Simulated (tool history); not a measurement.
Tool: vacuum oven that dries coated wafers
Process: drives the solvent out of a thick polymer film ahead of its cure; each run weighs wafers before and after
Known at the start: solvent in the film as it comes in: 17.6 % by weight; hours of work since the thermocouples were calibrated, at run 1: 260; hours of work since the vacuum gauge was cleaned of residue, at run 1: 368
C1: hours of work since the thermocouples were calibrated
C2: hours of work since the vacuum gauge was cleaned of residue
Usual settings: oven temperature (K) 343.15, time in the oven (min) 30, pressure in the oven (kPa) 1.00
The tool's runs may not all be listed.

{"run": 1, "hour": 0.0, "oven temperature (K)": 343.15, "time in the oven (min)": 30, "pressure in the oven (kPa)": 1.0, "C1": 260, "C2": 368, "solvent left in the film (%)": 1.42}
{"run": 2, "hour": 13.3, "oven temperature (K)": 343.15, "time in the oven (min)": 30, "pressure in the oven (kPa)": 1.0, "C1": 270, "C2": 378, "solvent left in the film (%)": 1.31}
{"run": 3, "hour": 19.3, "oven temperature (K)": 343.15, "time in the oven (min)": 30, "pressure in the oven (kPa)": 1.0, "C1": 274, "C2": 382, "solvent left in the film (%)": 1.29}
{"run": 4, "hour": 31.6, "oven temperature (K)": 343.15, "time in the oven (min)": 30, "pressure in the oven (kPa)": 1.05, "C1": 283, "C2": 391, "solvent left in the film (%)": 1.44}
{"run": 5, "hour": 40.9, "oven temperature (K)": 343.15, "time in the oven (min)": 30, "pressure in the oven (kPa)": 1.05, "C1": 289, "C2": 398, "solvent left in the film (%)": 1.34}
{"run": 6, "hour": 51.6, "oven temperature (K)": 343.15, "time in the oven (min)": 30, "pressure in the oven (kPa)": 1.0, "C1": 297, "C2": 406, "solvent left in the film (%)": 1.37}
{"run": 7, "hour": 63.4, "oven temperature (K)": 343.15, "time in the oven (min)": 30, "pressure in the oven (kPa)": 1.0, "C1": 306, "C2": 414, "solvent left in the film (%)": 1.42}
{"run": 8, "hour": 70.0, "oven temperature (K)": 343.15, "time in the oven (min)": 30, "pressure in the oven (kPa)": 1.0, "C1": 310, "C2": 419, "solvent left in the film (%)": 1.41}
{"run": 9, "hour": 82.1, "oven temperature (K)": 343.15, "time in the oven (min)": 30, "pressure in the oven (kPa)": 1.0, "C1": 319, "C2": 428, "solvent left in the film (%)": 1.4}
{"run": 10, "hour": 88.6, "oven temperature (K)": 343.15, "time in the oven (min)": 30, "pressure in the oven (kPa)": 1.0, "C1": 324, "C2": 432, "solvent left in the film (%)": 1.34}
{"run": 11, "hour": 99.6, "oven temperature (K)": 343.15, "time in the oven (min)": 30, "pressure in the oven (kPa)": 1.0, "C1": 332, "C2": 440, "solvent left in the film (%)": 1.33}
{"run": 12, "hour": 106.1, "oven temperature (K)": 343.15, "time in the oven (min)": 30, "pressure in the oven (kPa)": 1.0, "C1": 337, "C2": 445, "solvent left in the film (%)": 1.34}
{"run": 13, "hour": 114.9, "oven temperature (K)": 343.15, "time in the oven (min)": 30, "pressure in the oven (kPa)": 1.0, "C1": 343, "C2": 451, "solvent left in the film (%)": 1.38}
{"run": 14, "hour": 123.9, "oven temperature (K)": 343.15, "time in the oven (min)": 30, "pressure in the oven (kPa)": 1.0, "C1": 349, "C2": 458, "solvent left in the film (%)": 1.36}
{"run": 15, "hour": 136.1, "oven temperature (K)": 343.15, "time in the oven (min)": 30, "pressure in the oven (kPa)": 1.0, "C1": 358, "C2": 467, "solvent left in the film (%)": 1.32}
{"run": 16, "hour": 147.8, "oven temperature (K)": 343.15, "time in the oven (min)": 30, "pressure in the oven (kPa)": 0.69, "C1": 367, "C2": 475, "solvent left in the film (%)": 1.14}
{"run": 17, "hour": 157.3, "oven temperature (K)": 343.15, "time in the oven (min)": 30, "pressure in the oven (kPa)": 0.69, "C1": 373, "C2": 482, "solvent left in the film (%)": 1.13}
{"run": 18, "hour": 169.7, "oven temperature (K)": 343.15, "time in the oven (min)": 30, "pressure in the oven (kPa)": 0.69, "C1": 382, "C2": 491, "solvent left in the film (%)": 1.17}
{"run": 19, "hour": 177.3, "oven temperature (K)": 343.15, "time in the oven (min)": 30, "pressure in the oven (kPa)": 0.74, "C1": 388, "C2": 496, "solvent left in the film (%)": 1.11}
{"run": 20, "hour": 186.7, "oven temperature (K)": 345.15, "time in the oven (min)": 30, "pressure in the oven (kPa)": 1.76, "C1": 395, "C2": 503, "solvent left in the film (%)": 1.69}
{"run": 21, "hour": 193.6, "oven temperature (K)": 343.15, "time in the oven (min)": 39, "pressure in the oven (kPa)": 0.91, "C1": 400, "C2": 508, "solvent left in the film (%)": 1.16}
{"run": 22, "hour": 201.6, "oven temperature (K)": 333.15, "time in the oven (min)": 28, "pressure in the oven (kPa)": 3.71, "C1": 405, "C2": 514, "solvent left in the film (%)": 6.54}
{"run": 23, "hour": 213.1, "oven temperature (K)": 343.15, "time in the oven (min)": 31, "pressure in the oven (kPa)": 1.82, "C1": 414, "C2": 522, "solvent left in the film (%)": 2.0}
{"run": 24, "hour": 224.5, "oven temperature (K)": 330.15, "time in the oven (min)": 27, "pressure in the oven (kPa)": 1.36, "C1": 422, "C2": 531, "solvent left in the film (%)": 5.38}
{"run": 25, "hour": 234.5, "oven temperature (K)": 343.15, "time in the oven (min)": 53, "pressure in the oven (kPa)": 1.0, "C1": 429, "C2": 538, "solvent left in the film (%)": 0.9}
{"run": 26, "hour": 248.0, "oven temperature (K)": 343.15, "time in the oven (min)": 53, "pressure in the oven (kPa)": 1.0, "C1": 439, "C2": 547, "solvent left in the film (%)": 0.95}
{"run": 27, "hour": 258.9, "oven temperature (K)": 343.15, "time in the oven (min)": 53, "pressure in the oven (kPa)": 1.0, "C1": 447, "C2": 555, "solvent left in the film (%)": 0.87}
{"run": 28, "hour": 264.7, "oven temperature (K)": 343.15, "time in the oven (min)": 30, "pressure in the oven (kPa)": 2.97, "C1": 451, "C2": 560, "solvent left in the film (%)": 2.78}
{"run": 29, "hour": 273.1, "oven temperature (K)": 343.15, "time in the oven (min)": 30, "pressure in the oven (kPa)": 0.61, "C1": 457, "C2": 566, "solvent left in the film (%)": 1.08}
{"run": 30, "hour": 281.7, "oven temperature (K)": 343.15, "time in the oven (min)": 30, "pressure in the oven (kPa)": 0.61, "C1": 463, "C2": 572, "solvent left in the film (%)": 1.04}
{"run": 31, "hour": 288.0, "oven temperature (K)": 343.15, "time in the oven (min)": 30, "pressure in the oven (kPa)": 0.61, "C1": 468, "C2": 576, "solvent left in the film (%)": 1.1}
{"run": 32, "hour": 296.6, "oven temperature (K)": 341.15, "time in the oven (min)": 30, "pressure in the oven (kPa)": 2.25, "C1": 474, "C2": 583, "solvent left in the film (%)": 2.72}
{"run": 33, "hour": 303.4, "oven temperature (K)": 341.15, "time in the oven (min)": 30, "pressure in the oven (kPa)": 2.25, "C1": 479, "C2": 587, "solvent left in the film (%)": 2.6}

The next listed run, before its measurement:
{"run": 34, "hour": 313.3, "oven temperature (K)": 341.15, "time in the oven (min)": 30, "pressure in the oven (kPa)": 2.25, "C1": 486, "C2": 595, "solvent left in the film (%)": "?"}

Run 34 gave solvent left in the film (%) 2.65.
Without the tool's hidden state the same run would have given solvent left in the film (%) 2.58.

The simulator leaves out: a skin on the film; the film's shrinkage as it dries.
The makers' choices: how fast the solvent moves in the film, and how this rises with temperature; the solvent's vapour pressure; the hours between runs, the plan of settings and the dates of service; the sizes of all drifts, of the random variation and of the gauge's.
